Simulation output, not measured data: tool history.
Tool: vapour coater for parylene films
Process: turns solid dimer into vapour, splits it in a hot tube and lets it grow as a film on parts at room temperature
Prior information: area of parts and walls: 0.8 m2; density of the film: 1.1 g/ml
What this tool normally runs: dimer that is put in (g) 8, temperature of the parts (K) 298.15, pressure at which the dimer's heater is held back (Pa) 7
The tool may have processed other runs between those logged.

run    hour  dimer that is put in (g)  temperature of the parts (K)  pressure at which the dimer's heater is held back (Pa)  thickness of the film (µm)
  1       0                         8                        298.15                                                       7                        4.59
  2    27.4                         5                        298.15                                                       7                        2.89
  3    60.6                         5                        298.15                                                       7                        2.88
  4    94.4                         8                        298.15                                                       7                         4.6
  5   110.6                         8                        298.15                                                       7                         4.6
  6   135.7                         8                        298.15                                                       7                        4.56
  7   164.5                         8                        298.15                                                       7                        4.51
  8   194.6                         8                        296.15                                                       7                        4.88
  9   216.7                         8                        296.15                                                       7                        4.87
 10   247.1                         8                        296.15                                                       7                        4.79
 11     282                         8                        296.15                                                       7                        4.69
 12   304.8                         8                        298.15                                                    2.12                        4.99
 13   340.3                         8                        298.15                                                    2.12                        5.06
 14   363.5                         8                        298.15                                                    2.12                        4.92
 15   383.6                         8                        298.15                                                    2.12                        4.98
 16     412                         8                        301.15                                                    2.12                        4.46
 17   445.5                         8                        298.15                                                    6.84                        4.39
 18   480.5                         4                        298.15                                                    6.84                        2.16
 19   507.8                         8                        295.15                                                       7                        4.75
 20   531.4                         8                        298.15                                                       7                        4.26
 21   547.2                         8                        298.15                                                       7                        4.31
 22   562.7                         8                        298.15                                                       7                        4.31
 23   598.5                         8                        298.15                                                       7                        4.29
 24     631                         8                        298.15                                                       7                        4.26
      640.3  -- trap's valve overhauled
 25   651.2                         8                        298.15                                                       7                        4.84
 26   672.2                        14                        293.15                                                    4.86                       10.74
 27   689.4                         5                        292.15                                                    4.86                        3.97
 28   705.6                         5                        292.15                                                    4.86                        3.91
 29   727.5                         5                        292.15                                                    4.86                        3.97
 30   755.3                         5                        292.15                                                    4.86                         3.9
 31   770.8                         5                        297.15                                                   11.42                        2.91
 32   798.4                         5                        297.15                                                   11.42                        2.97
 33   822.7                         8                        294.15                                                    5.79                        5.62
 34   838.3                         8                        294.15                                                    5.79                        5.58
 35   867.3                         4                        294.15                                                    3.53                        2.97
 36   898.9                         4                        294.15                                                     6.4                        2.78
 37   928.8                        11                        298.15                                                       7                        6.55
 38   948.7                         7                        302.15                                                       7                        3.55
 39   976.7                         7                        302.15                                                       7                        3.58
 40    1005                         7                        302.15                                                       7                        3.48
 41  1021.3                         4                        302.15                                                    2.19                        2.25
 42  1050.6                         4                        307.15                                                    3.51                        1.76
 43  1067.9                         4                        307.15                                                    3.51                        1.81
 44  1090.3                        11                        298.15                                                    3.51                        6.86
 45  1115.6                        11                        298.15                                                    3.51                        6.86
 46  1130.6                         4                        299.15                                                   11.27                        2.08
 47  1156.3                         4                        299.15                                                   11.27                        2.07

Alternative continuations, all from the tool just after run 47; predict every row:
  A  1189.7                         9                        299.15                                                    5.19                           ?
  B  1189.7                         4                        291.15                                                    5.53                           ?
  C  1189.7                         4                        292.15                                                   11.27                           ?

run  thickness of the film (µm)
  A                        5.11
  B                        3.01
  C                        2.74
With the hidden condition removed and each run's random variation left untouched, the same runs would have given:
run  thickness of the film (µm)
  A                        5.41
  B                        3.18
  C                        2.89
